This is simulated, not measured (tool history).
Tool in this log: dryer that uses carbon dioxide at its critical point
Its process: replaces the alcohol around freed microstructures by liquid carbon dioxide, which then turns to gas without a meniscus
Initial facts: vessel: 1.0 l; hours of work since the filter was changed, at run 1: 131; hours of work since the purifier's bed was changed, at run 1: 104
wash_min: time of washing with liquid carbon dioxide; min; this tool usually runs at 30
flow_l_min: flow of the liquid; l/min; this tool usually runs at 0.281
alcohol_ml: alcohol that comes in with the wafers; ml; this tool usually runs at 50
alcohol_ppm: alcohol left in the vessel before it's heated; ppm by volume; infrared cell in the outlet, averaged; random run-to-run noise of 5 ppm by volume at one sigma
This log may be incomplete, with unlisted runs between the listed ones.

run    day  wash_min  flow_l_min  alcohol_ml  hours of work since the filter was changed  hours of work since the purifier's bed was changed  alcohol_ppm
  1      0        30       0.281          50                                         131                                                 104           89
  2  0.533        30       0.281          50                                         136                                                 109           93
  3  1.104        30       0.281          31                                         142                                                 115           63
  4  1.708        30       0.281          31                                         148                                                 121           56
  5  2.275        30       0.281          49                                         154                                                 127           93
  6  2.858        30       0.281          49                                         160                                                 133           90
  7  3.233        20       0.281          50                                         164                                                 137          714
  8  3.833        30       0.281          50                                         170                                                 143          101
  9  4.083        30       0.281          50                                         173                                                 146          107
 10  4.638        45       0.281          50                                         178                                                 151           28
 11  5.192        28       0.281          92                                         184                                                 157          277
 12  5.517        21       0.414          44                                         187                                                 160           82
 13    5.9        21       0.239          39                                         191                                                 164          974
 14  6.217        41       0.189         115                                         194                                                 167          426
 15  6.812        30       0.322          50                                         200                                                 173           52
 16  7.083        30       0.322          21                                         203                                                 176           37

Below are 5 alternative next runs, each starting from the tool's condition after run 16. Predict each:
  A  7.679        45       0.268          50                                         209                                                 182            ?
  B  7.679        18       0.322          26                                         209                                                 182            ?
  C  7.679        34       0.281          50                                         209                                                 182            ?
  D  7.679        35       0.466          30                                         209                                                 182            ?
  E  7.679        30       0.291          88                                         209                                                 182            ?

run  alcohol_ppm
  A           27
  B          379
  C           71
  D           10
  E          163
Without the tool's unlogged condition, the same runs would have read:
run  alcohol_ppm
  A            3
  B          190
  C           23
  D            0
  E           56
